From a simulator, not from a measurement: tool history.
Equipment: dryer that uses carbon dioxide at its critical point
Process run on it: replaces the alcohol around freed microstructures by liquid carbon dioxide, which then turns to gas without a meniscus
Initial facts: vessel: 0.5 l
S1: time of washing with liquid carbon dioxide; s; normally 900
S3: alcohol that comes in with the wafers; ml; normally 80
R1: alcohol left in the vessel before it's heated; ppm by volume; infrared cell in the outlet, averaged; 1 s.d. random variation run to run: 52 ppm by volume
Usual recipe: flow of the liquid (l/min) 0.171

run 1 day=0 | S1=900 flow_of_the_liquid_(l/min)=0.171 S3=80 | R1=4139
run 2 day=0.775 | S1=900 flow_of_the_liquid_(l/min)=0.171 S3=80 | R1=4524
run 3 day=1.604 | S1=900 flow_of_the_liquid_(l/min)=0.171 S3=80 | R1=4656
run 4 day=2.342 | S1=900 flow_of_the_liquid_(l/min)=0.171 S3=80 | R1=4935
run 5 day=2.792 | S1=900 flow_of_the_liquid_(l/min)=0.171 S3=80 | R1=5115
run 6 day=3.396 | S1=900 flow_of_the_liquid_(l/min)=0.171 S3=80 | R1=5313
run 7 day=3.942 | S1=900 flow_of_the_liquid_(l/min)=0.171 S3=80 | R1=5409
run 8 day=4.488 | S1=900 flow_of_the_liquid_(l/min)=0.171 S3=80 | R1=5495
run 9 day=5.258 | S1=1380 flow_of_the_liquid_(l/min)=0.149 S3=80 | R1=2033
run 10 day=5.621 | S1=720 flow_of_the_liquid_(l/min)=0.182 S3=80 | R1=9779
run 11 day=6.071 | S1=720 flow_of_the_liquid_(l/min)=0.182 S3=80 | R1=10053
run 12 day=6.633 | S1=960 flow_of_the_liquid_(l/min)=0.128 S3=30 | R1=4604
-- day=6.85 inlet filter changed
run 13 day=7.225 | S1=900 flow_of_the_liquid_(l/min)=0.182 S3=46 | R1=1715
run 14 day=7.575 | S1=900 flow_of_the_liquid_(l/min)=0.182 S3=46 | R1=1725

A few steps of R1 between consecutive runs. Split each: what settings, incoming material and random variation would produce without the hidden state, and what is left over for the hidden state, along with gauge scatter present in only one of the two compared results (measured, and without hidden state):
Hidden state at play: flow that reaches the vessel past the clogged filter, %; alcohol in the recycled carbon dioxide, ppm; drift of the gauge itself on alcohol_ppm, %.
Run 9 -> 10: S1 1380 -> 720, flow of the liquid (l/min) 0.149 -> 0.182. R1 +7746 ppm by volume: hidden state +2618, all else +5128.
